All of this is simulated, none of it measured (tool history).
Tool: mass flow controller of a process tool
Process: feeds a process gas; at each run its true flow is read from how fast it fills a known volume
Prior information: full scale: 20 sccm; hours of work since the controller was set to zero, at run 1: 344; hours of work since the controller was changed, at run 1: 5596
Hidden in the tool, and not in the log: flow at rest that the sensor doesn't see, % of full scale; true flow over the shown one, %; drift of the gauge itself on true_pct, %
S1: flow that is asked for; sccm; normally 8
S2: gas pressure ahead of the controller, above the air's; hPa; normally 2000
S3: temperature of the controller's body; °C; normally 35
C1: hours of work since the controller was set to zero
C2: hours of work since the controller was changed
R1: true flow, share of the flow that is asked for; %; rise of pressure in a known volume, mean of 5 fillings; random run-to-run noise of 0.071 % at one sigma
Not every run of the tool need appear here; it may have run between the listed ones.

{"run": 1, "day": 0.0, "S1": 8, "S2": 2000, "S3": 35, "C1": 344, "C2": 5596, "R1": 100.81}
{"run": 2, "day": 11.792, "S1": 8, "S2": 2540, "S3": 35, "C1": 477, "C2": 5729, "R1": 100.74}
{"run": 3, "day": 21.388, "S1": 8, "S2": 2540, "S3": 24, "C1": 586, "C2": 5838, "R1": 99.52}
{"run": 4, "day": 35.05, "S1": 8, "S2": 2000, "S3": 35, "C1": 740, "C2": 5993, "R1": 100.72}
{"run": 5, "day": 48.062, "S1": 8, "S2": 2000, "S3": 35, "C1": 888, "C2": 6140, "R1": 100.84}
{"run": 6, "day": 61.512, "S1": 8, "S2": 2000, "S3": 31, "C1": 1040, "C2": 6292, "R1": 100.49}
{"run": 7, "day": 72.738, "S1": 8, "S2": 2000, "S3": 31, "C1": 1167, "C2": 6419, "R1": 100.22}
{"run": 8, "day": 84.892, "S1": 8, "S2": 2000, "S3": 31, "C1": 1305, "C2": 6557, "R1": 100.31}
{"run": 9, "day": 95.492, "S1": 8, "S2": 2000, "S3": 31, "C1": 1425, "C2": 6677, "R1": 100.17}
{"run": 10, "day": 108.583, "S1": 8, "S2": 1530, "S3": 31, "C1": 1573, "C2": 6825, "R1": 100.4}
{"run": 11, "day": 114.821, "S1": 8, "S2": 1530, "S3": 31, "C1": 1644, "C2": 6896, "R1": 100.41}
{"run": 12, "day": 125.133, "S1": 8, "S2": 1860, "S3": 40, "C1": 1760, "C2": 7013, "R1": 101.08}
{"run": 13, "day": 132.617, "S1": 8, "S2": 2000, "S3": 33, "C1": 1845, "C2": 7097, "R1": 100.6}
{"run": 14, "day": 139.558, "S1": 7, "S2": 1520, "S3": 24, "C1": 1924, "C2": 7176, "R1": 99.78}
{"run": 15, "day": 154.133, "S1": 7, "S2": 1520, "S3": 24, "C1": 2089, "C2": 7341, "R1": 99.86}
{"run": 16, "day": 163.758, "S1": 7, "S2": 1520, "S3": 24, "C1": 2198, "C2": 7450, "R1": 99.89}
{"run": 17, "day": 170.996, "S1": 6, "S2": 2090, "S3": 31, "C1": 2280, "C2": 7532, "R1": 100.37}
{"day": 172.754, "done": "controller exchanged for a calibrated one"}
{"run": 18, "day": 183.275, "S1": 17, "S2": 1720, "S3": 31, "C1": 119, "C2": 119, "R1": 100.57}
{"run": 19, "day": 191.712, "S1": 17, "S2": 1720, "S3": 31, "C1": 215, "C2": 215, "R1": 100.55}
{"run": 20, "day": 205.35, "S1": 3, "S2": 2270, "S3": 25, "C1": 369, "C2": 369, "R1": 99.62}
{"run": 21, "day": 215.612, "S1": 3, "S2": 2270, "S3": 25, "C1": 485, "C2": 485, "R1": 99.55}

5 options for the next run, each taken on its own from the tool as it stands now. Forecast them:
{"run": "A", "day": 228.871, "S1": 3, "S2": 2270, "S3": 29, "C1": 635, "C2": 635, "R1": "?"}
{"run": "B", "day": 228.871, "S1": 4, "S2": 2270, "S3": 25, "C1": 635, "C2": 635, "R1": "?"}
{"run": "C", "day": 228.871, "S1": 7, "S2": 2270, "S3": 30, "C1": 635, "C2": 635, "R1": "?"}
{"run": "D", "day": 228.871, "S1": 13, "S2": 2270, "S3": 25, "C1": 635, "C2": 635, "R1": "?"}
{"run": "E", "day": 228.871, "S1": 15, "S2": 2560, "S3": 22, "C1": 635, "C2": 635, "R1": "?"}

run=A R1=100.05
run=B R1=99.63
run=C R1=99.99
run=D R1=99.89
run=E R1=99.45
With the hidden condition removed and each run's random variation left untouched, the same runs would have given:
run=A R1=100.04
run=B R1=99.63
run=C R1=99.98
run=D R1=99.89
run=E R1=99.44
